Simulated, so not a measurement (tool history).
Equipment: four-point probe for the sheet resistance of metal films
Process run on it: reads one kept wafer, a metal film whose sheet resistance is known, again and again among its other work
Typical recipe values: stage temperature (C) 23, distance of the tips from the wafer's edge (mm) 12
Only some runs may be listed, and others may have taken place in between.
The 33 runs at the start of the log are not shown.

run    hour  stage temperature (C)  distance of the tips from the wafer's edge (mm)  touches since the probe head was changed  hours of work since the stage's thermometer was calibrated  sheet resistance as the instrument gives it (ohm/square)
 34  2160.2                     35                                               13                                    112603                                                         146                                                  2.042809
 35  2197.1                     18                                               16                                    114242                                                         167                                                  2.024209
 36  2257.4                     29                                               22                                    116917                                                         201                                                  2.034767
 37  2310.4                     23                                               44                                    119270                                                         231                                                  2.027793
 38    2362                     20                                               17                                    121563                                                         260                                                   2.02556
 39  2439.6                     26                                               17                                    125007                                                         303                                                  2.032508
 40  2508.1                     23                                               57                                    128046                                                         341                                                  2.028221
 41    2544                     23                                               57                                    129644                                                         362                                                  2.028034
 42  2595.6                     26                                               12                                    131931                                                         391                                                  2.034028
 43  2681.7                     29                                               69                                    135754                                                         439                                                  2.033681
 44    2739                     29                                               69                                    138299                                                         471                                                  2.034032

Forecast each of these 3 alternatives for the next run:
  A  2783.7                     23                                               39                                    140284                                                         496                                                         ?
  B  2783.7                     28                                                7                                    140284                                                         496                                                         ?
  C  2783.7                     23                                               27                                    140284                                                         496                                                         ?

run  sheet resistance as the instrument gives it (ohm/square)
  A                                                  2.028578
  B                                                  2.041506
  C                                                   2.02786
With the hidden condition removed and each run's random variation left untouched, the same runs would have given:
run  sheet resistance as the instrument gives it (ohm/square)
  A                                                  2.028374
  B                                                  2.041301
  C                                                  2.027656
